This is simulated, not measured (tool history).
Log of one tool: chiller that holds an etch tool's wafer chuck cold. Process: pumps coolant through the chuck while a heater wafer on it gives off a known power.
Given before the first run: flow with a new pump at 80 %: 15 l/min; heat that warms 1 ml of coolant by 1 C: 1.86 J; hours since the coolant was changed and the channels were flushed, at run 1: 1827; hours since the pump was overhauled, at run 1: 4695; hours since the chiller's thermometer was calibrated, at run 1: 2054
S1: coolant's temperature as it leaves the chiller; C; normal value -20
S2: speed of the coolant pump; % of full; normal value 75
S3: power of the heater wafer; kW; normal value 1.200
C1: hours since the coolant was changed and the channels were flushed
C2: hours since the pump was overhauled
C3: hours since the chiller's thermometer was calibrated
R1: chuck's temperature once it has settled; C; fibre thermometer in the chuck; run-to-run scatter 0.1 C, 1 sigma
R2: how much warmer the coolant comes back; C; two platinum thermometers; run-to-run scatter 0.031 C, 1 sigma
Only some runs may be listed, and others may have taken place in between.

run,hour,S1,S2,S3,C1,C2,C3,R1,R2
1,0.0,-20,75,1.200,1827,4695,2054,-7.6,2.79
2,74.1,-20,75,1.200,1901,4769,2128,-7.5,2.75
3,186.4,-20,75,1.200,2013,4881,2241,-7.4,2.80
4,291.8,-17,75,1.200,2119,4987,2346,-4.4,2.78
5,397.5,-17,75,1.200,2225,5092,2452,-4.5,2.78
6,452.4,-20,75,1.200,2279,5147,2507,-7.5,2.76
7,529.1,-20,75,1.200,2356,5224,2583,-7.5,2.80
8,628.2,-20,75,1.200,2455,5323,2682,-7.6,2.82
9,695.8,-20,75,1.200,2523,5391,2750,-7.6,2.75
10,793.5,-20,75,1.200,2621,5488,2848,-7.5,2.80
11,908.0,-20,75,1.233,2735,5603,2962,-7.4,2.86
12,957.3,-20,75,1.200,2784,5652,3011,-7.7,2.82
13,1070.1,-20,75,1.200,2897,5765,3124,-7.4,2.81
14,1167.1,-20,75,1.200,2994,5862,3221,-7.5,2.83
15,1277.1,-20,74,1.200,3104,5972,3331,-7.3,2.88
16,1335.3,-29,75,0.994,3162,6030,3389,-18.8,2.38
17,1440.4,-27,61,0.602,3267,6135,3494,-19.5,1.85
18,1529.5,-27,65,0.699,3357,6224,3584,-18.5,2.00
19,1598.3,-27,65,0.699,3425,6293,3652,-18.7,1.99
20,1691.6,-29,96,0.681,3519,6386,3746,-23.2,1.33
21,1761.3,-29,96,0.681,3588,6456,3815,-23.4,1.36
22,1835.7,-20,71,1.538,3663,6530,3890,-3.2,3.91
23,1908.1,-13,91,1.763,3735,6603,3962,2.3,3.46
24,2001.4,-13,91,1.761,3828,6696,4056,2.4,3.52
25,2104.8,-20,69,1.200,3932,6800,4159,-6.6,3.21
26,2189.5,-14,83,1.200,4016,6884,4244,-2.6,2.61
# hour 2288.9: gauge calibrated
27,2299.9,-14,83,1.200,4127,6995,4354,-2.7,2.49
28,2357.7,-13,75,0.743,4185,7052,4412,-5.4,1.70
29,2439.4,-27,75,1.200,4266,7134,4494,-14.5,2.73

Below are 5 alternative next runs, each starting from the tool's condition after run 29. Predict each:
A,2491.8,-17,89,1.200,4319,7187,4546,?,?
B,2491.8,-27,64,1.200,4319,7187,4546,?,?
C,2491.8,-27,74,1.200,4319,7187,4546,?,?
D,2491.8,-17,75,1.555,4319,7187,4546,?,?
E,2491.8,-18,80,0.724,4319,7187,4546,?,?

run,R1,R2
A,-6.3,2.29
B,-12.7,3.31
C,-14.3,2.80
D,-0.8,3.58
E,-10.7,1.62
Stripped of hidden state, with their random variation kept, the same runs would have yielded:
run,R1,R2
A,-6.3,2.27
B,-12.7,3.29
C,-14.4,2.78
D,-0.8,3.56
E,-10.7,1.60
